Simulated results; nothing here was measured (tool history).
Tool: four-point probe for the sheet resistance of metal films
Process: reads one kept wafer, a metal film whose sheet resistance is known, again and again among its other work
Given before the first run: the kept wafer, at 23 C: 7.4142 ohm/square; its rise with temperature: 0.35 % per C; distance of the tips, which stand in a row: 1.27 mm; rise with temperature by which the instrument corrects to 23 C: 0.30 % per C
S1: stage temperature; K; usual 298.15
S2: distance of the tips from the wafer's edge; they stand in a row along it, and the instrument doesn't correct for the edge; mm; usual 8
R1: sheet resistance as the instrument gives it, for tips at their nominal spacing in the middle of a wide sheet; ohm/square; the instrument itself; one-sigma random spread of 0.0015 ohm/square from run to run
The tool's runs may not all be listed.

| run | day | S1 | S2 | R1 |
|---|---|---|---|---|
| 1 | 0.000 | 298.15 | 8 | 7.530052 |
| 2 | 5.262 | 296.15 | 8 | 7.523564 |
| 3 | 7.996 | 303.15 | 8 | 7.549134 |
| 4 | 11.542 | 303.15 | 8 | 7.545119 |
| 5 | 15.525 | 303.15 | 8 | 7.529905 |
| 6 | 18.558 | 303.15 | 8 | 7.530785 |
| 7 | 22.450 | 298.15 | 21 | 7.426769 |
| 8 | 24.946 | 298.15 | 12 | 7.456394 |
| 9 | 28.583 | 298.15 | 12 | 7.455899 |
| 10 | 33.725 | 298.15 | 12 | 7.455616 |
| 11 | 37.262 | 298.15 | 12 | 7.456880 |
| 12 | 43.021 | 298.15 | 66 | 7.410353 |
| 13 | 49.096 | 302.15 | 19 | 7.442814 |
| 14 | 55.238 | 294.15 | 8 | 7.493597 |
| 15 | 61.329 | 298.15 | 4 | 7.792721 |
| 16 | 65.683 | 292.15 | 47 | 7.386767 |
| 17 | 68.717 | 296.15 | 11 | 7.453408 |
| 18 | 71.725 | 296.15 | 11 | 7.451690 |
| 19 | 74.571 | 304.15 | 66 | 7.430727 |
| 20 | 79.058 | 304.15 | 66 | 7.428739 |

Withheld: 1 entry from between the runs. Position of each, and hidden state at the listed run before versus the listed run after:
In the gap between runs 4 and 5: stage's thermometer calibrated (day 12.821)
  inner tips' distance over the nominal, %: -0.109 -> -0.119; tips' flats over new ones', %: 13 -> 15; wafer's true temperature over the reading, C: 0.66 -> 0.05
  difference, measured minus the result without the unlogged condition, R1: +0.008002 -> -0.008514 ohm/square

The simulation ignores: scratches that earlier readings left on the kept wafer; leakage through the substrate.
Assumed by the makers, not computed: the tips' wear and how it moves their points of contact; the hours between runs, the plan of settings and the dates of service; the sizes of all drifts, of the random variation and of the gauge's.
